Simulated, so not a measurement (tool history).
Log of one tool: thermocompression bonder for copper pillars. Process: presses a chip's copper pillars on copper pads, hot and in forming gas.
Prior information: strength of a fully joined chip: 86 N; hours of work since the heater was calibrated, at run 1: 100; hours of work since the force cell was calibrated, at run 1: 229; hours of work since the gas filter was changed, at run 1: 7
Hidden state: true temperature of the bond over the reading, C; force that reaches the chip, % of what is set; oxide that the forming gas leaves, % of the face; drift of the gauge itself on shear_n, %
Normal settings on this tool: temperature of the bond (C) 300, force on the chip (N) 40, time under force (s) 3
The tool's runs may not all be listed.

| run | day | temperature of the bond (C) | force on the chip (N) | time under force (s) | hours of work since the heater was calibrated | hours of work since the force cell was calibrated | hours of work since the gas filter was changed | force that shears a chip off (N) |
|---|---|---|---|---|---|---|---|---|
| 1 | 0 | 300 | 40 | 3 | 100 | 229 | 7 | 38.6 |
| 2 | 2.446 | 300 | 40 | 3 | 126 | 256 | 33 | 38.1 |
| 3 | 5.021 | 300 | 40 | 3 | 154 | 284 | 61 | 38.5 |
| 4 | 6.458 | 300 | 40 | 3 | 169 | 299 | 77 | 37.6 |
| 5 | 8.817 | 300 | 40 | 3 | 195 | 325 | 102 | 38.2 |
| 6 | 11.654 | 300 | 40 | 3 | 226 | 355 | 133 | 37.8 |
| 7 | 14.579 | 300 | 40 | 3 | 257 | 387 | 164 | 37.6 |
| 8 | 16.996 | 300 | 40 | 3 | 283 | 413 | 191 | 37.7 |
| 9 | 18.825 | 300 | 40 | 3 | 303 | 433 | 210 | 37.2 |
| 10 | 21.404 | 300 | 40 | 3 | 331 | 461 | 238 | 36.5 |
| 11 | 24.15 | 300 | 40 | 3 | 361 | 490 | 268 | 37.4 |
| 12 | 26.471 | 300 | 40 | 3 | 386 | 516 | 293 | 36.5 |
|  | 26.762 | force cell calibrated |
|  | 27.771 | forming gas filter changed |
| 13 | 29.271 | 300 | 40 | 3 | 415 | 27 | 16 | 38.1 |
| 14 | 31.075 | 279 | 40 | 3 | 435 | 46 | 36 | 28.4 |
| 15 | 33.354 | 284 | 36 | 3 | 459 | 71 | 60 | 28 |
| 16 | 35.204 | 277 | 37 | 3 | 479 | 91 | 80 | 26.1 |
|  | 37.488 | force cell calibrated, once more |
| 17 | 38.246 | 277 | 37 | 3 | 512 | 8 | 113 | 26.9 |
| 18 | 39.95 | 277 | 37 | 3 | 530 | 27 | 131 | 26.9 |
| 19 | 42.638 | 279 | 29 | 3 | 559 | 56 | 160 | 22.2 |
| 20 | 44.808 | 329 | 24 | 3 | 583 | 79 | 184 | 37 |
| 21 | 46.879 | 329 | 24 | 4 | 605 | 102 | 206 | 40.7 |
| 22 | 48.654 | 329 | 24 | 4 | 624 | 121 | 225 | 40.5 |
| 23 | 50.808 | 329 | 24 | 4 | 647 | 144 | 248 | 40.9 |
| 24 | 53.242 | 275 | 53 | 4 | 674 | 170 | 275 | 38.8 |
| 25 | 54.788 | 300 | 46 | 2 | 690 | 187 | 291 | 37.5 |
|  | 56.167 | forming gas filter changed |
| 26 | 56.254 | 300 | 35 | 2 | 706 | 203 | 1 | 32 |

Had the tool no unlogged condition, and each run kept its random variation, what would the results have been?
| run | force that shears a chip off (N) |
|---|---|
| 1 | 39.7 |
| 2 | 39.4 |
| 3 | 40 |
| 4 | 39.2 |
| 5 | 39.9 |
| 6 | 39.8 |
| 7 | 39.7 |
| 8 | 39.9 |
| 9 | 39.6 |
| 10 | 39.1 |
| 11 | 40.2 |
| 12 | 39.4 |
| 13 | 39.5 |
| 14 | 29.5 |
| 15 | 29.3 |
| 16 | 27.3 |
| 17 | 26.8 |
| 18 | 26.9 |
| 19 | 22.3 |
| 20 | 37.6 |
| 21 | 41.7 |
| 22 | 41.6 |
| 23 | 42.1 |
| 24 | 39.8 |
| 25 | 38.7 |
| 26 | 31 |

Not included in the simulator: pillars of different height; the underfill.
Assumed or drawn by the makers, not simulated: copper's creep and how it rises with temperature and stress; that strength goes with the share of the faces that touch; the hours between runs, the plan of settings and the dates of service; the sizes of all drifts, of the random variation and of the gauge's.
